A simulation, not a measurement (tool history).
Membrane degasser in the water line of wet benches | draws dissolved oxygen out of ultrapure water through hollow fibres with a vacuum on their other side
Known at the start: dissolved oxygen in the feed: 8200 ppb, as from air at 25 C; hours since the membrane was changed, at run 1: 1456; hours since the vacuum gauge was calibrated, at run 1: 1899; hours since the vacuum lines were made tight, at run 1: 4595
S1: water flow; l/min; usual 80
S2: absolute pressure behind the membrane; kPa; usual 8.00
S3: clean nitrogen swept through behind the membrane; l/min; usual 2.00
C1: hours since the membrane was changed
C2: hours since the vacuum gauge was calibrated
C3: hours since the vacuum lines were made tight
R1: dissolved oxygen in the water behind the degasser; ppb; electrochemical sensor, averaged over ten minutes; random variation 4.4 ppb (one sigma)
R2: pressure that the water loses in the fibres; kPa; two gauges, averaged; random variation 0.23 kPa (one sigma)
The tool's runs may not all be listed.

run	hour	S1	S2	S3	C1	C2	C3	R1	R2
1	0.0	80	8.00	2.00	1456	1899	4595	453.1	57.92
2	285.9	55	8.00	2.00	1742	2185	4881	327.6	40.23
3	490.9	113	8.00	2.00	1947	2390	5086	606.7	82.88
4	663.4	80	8.74	2.00	2120	2563	5259	501.5	58.90
5	962.5	80	8.74	2.00	2419	2862	5558	498.0	59.16
6	1183.9	80	8.74	2.00	2640	3083	5779	523.4	58.96
7	1378.0	80	8.74	1.18	2834	3277	5973	715.1	59.30
8	1631.8	80	8.74	2.22	3088	3531	6227	478.2	59.52
9	1798.2	80	8.00	5.51	3255	3697	6393	248.1	59.43
10	1958.6	110	8.00	2.00	3415	3858	6554	613.9	81.80
# hour 2008.4: seals of the vacuum lines changed
11	2108.8	110	8.00	2.00	3563	4006	100	621.2	82.27
12	2330.5	110	8.00	2.00	3785	4228	322	619.6	82.31
13	2621.7	80	5.52	2.00	4076	4519	613	299.7	60.04
14	2833.1	80	5.52	2.00	4287	4730	825	298.7	60.36
15	3023.6	80	5.52	2.00	4478	4921	1015	296.2	60.09
16	3330.7	80	5.52	1.42	4785	5228	1322	360.0	60.39
17	3571.8	88	5.59	2.54	5026	5469	1563	297.9	67.14
18	3804.3	53	15.38	2.89	5259	5701	1796	533.1	40.16
19	4126.8	53	15.38	2.89	5581	6024	2118	552.5	40.84
20	4290.9	80	6.73	3.99	5745	6188	2282	271.6	61.25
21	4452.1	62	6.45	1.41	5906	6349	2444	364.7	47.37
22	4762.2	92	8.00	1.38	6217	6659	2754	704.1	70.72
23	4936.8	111	12.27	1.48	6391	6834	2928	1234.5	84.71
24	5144.5	111	12.27	1.04	6599	7042	3136	1490.9	85.58
25	5387.8	111	12.27	1.04	6842	7285	3379	1486.9	85.75
26	5526.8	111	12.27	2.01	6981	7424	3518	1045.3	85.91
27	5796.4	120	12.27	2.57	7251	7693	3788	955.9	93.05
28	6081.7	80	8.00	0.82	7536	7979	4073	857.1	62.38
29	6275.7	87	7.95	1.95	7730	8173	4267	556.4	68.13
30	6465.3	51	8.34	0.83	7920	8362	4457	651.5	39.58
31	6614.6	80	7.60	1.05	8069	8512	4606	714.2	62.52

Forecast each of these 4 alternatives for the next run:
A	6903.1	80	7.60	2.20	8357	8800	4895	?	?
B	6903.1	54	12.09	3.37	8357	8800	4895	?	?
C	6903.1	80	8.00	1.06	8357	8800	4895	?	?
D	6903.1	80	10.62	1.05	8357	8800	4895	?	?

run	R1	R2
A	463.9	63.15
B	395.6	42.24
C	762.6	62.72
D	1051.5	62.98
Without the tool's hidden state the same runs would have given:
run	R1	R2
A	389.5	57.89
B	353.6	38.70
C	663.2	57.47
D	958.4	57.70
